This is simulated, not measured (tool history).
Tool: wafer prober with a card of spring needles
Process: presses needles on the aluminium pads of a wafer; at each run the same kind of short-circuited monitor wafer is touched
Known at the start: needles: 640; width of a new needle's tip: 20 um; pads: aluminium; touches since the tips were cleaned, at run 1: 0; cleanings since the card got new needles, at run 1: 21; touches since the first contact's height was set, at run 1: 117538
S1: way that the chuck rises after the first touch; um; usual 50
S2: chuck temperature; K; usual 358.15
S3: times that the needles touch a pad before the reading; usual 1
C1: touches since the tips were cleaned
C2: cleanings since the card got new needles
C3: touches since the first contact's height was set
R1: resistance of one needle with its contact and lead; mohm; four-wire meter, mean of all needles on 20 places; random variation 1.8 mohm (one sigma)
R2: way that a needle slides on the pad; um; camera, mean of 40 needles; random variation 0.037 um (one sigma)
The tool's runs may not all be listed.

run   hour  S1      S2  S3    C1  C2      C3   R1     R2
  1    0.0  50  358.15   1     0  21  117538  181   7.67
  2   12.3  50  358.15   1  2183  21  119721  182   7.62
  3   23.3  50  358.15   1  4125  21  121663  183   7.61
      27.6  -- tips cleaned on abrasive film
  4   34.8  50  358.15   2  1280  22  123673  180   7.58
      54.9  -- tips cleaned on abrasive film
  5   54.9  50  358.15   2    17  23  127217  178   7.57
  6   74.3  50  358.15   2  3444  23  130644  178   7.55
      82.0  -- tips cleaned on abrasive film
  7   95.6  50  395.15   2  2405  24  134394  186   7.58
  8  108.5  50  395.15   2  4679  24  136668  186   7.60
     110.5  -- tips cleaned on abrasive film
  9  128.2  51  358.15   1  3129  25  140136  179   7.70
     138.2  -- tips cleaned on abrasive film
 10  143.7  51  368.15   1   971  26  142860  182   7.79
     149.5  -- height of the first contact set anew
 11  162.1  51  385.15   1  4170  26    2230  184   7.78
     166.9  -- tips cleaned on abrasive film
 12  173.0  51  385.15   1  1088  27    4138  184   7.81
 13  189.5  53  363.15   1  4000  27    7050  179   8.15
     194.1  -- tips cleaned on abrasive film
 14  201.1  53  363.15   1  1229  28    9076  179   8.11
 15  216.7  68  322.15   1  3995  28   11842  167  10.46
     221.9  -- tips cleaned on abrasive film
 16  236.4  68  322.15   1  2575  29   15314  169  10.46
     249.5  -- tips cleaned on abrasive film
 17  249.5  46  340.15   3     0  30   17601  179   7.09
 18  265.8  46  340.15   3  2891  30   20492  177   7.09
     277.8  -- tips cleaned on abrasive film
 19  286.3  44  321.15   1  1506  31   24094  172   6.77
 20  304.6  49  358.15   1  4747  31   27335  178   7.54
     306.3  -- tips cleaned on abrasive film
 21  319.5  42  372.15   3  2334  32   29954  184   6.51
     334.4  -- tips cleaned on abrasive film
 22  337.5  37  309.15   2   546  33   33113  176   5.74

The same runs without the tool's hidden state, with the same run-to-run variation:
The hidden state here: debris on the tips, nm; way that the needles fall short of the set height, um; tips' diameter, um; drift of the gauge itself on contact_mohm, %; drift of the gauge itself on scrub_um, %.
run     R2
  1   7.67
  2   7.61
  3   7.60
  4   7.57
  5   7.55
  6   7.52
  7   7.55
  8   7.55
  9   7.65
 10   7.73
 11   7.71
 12   7.74
 13   8.07
 14   8.02
 15  10.34
 16  10.33
 17   7.00
 18   6.99
 19   6.67
 20   7.42
 21   6.40
 22   5.64
R1: within 1 mohm of the measured result in every run.
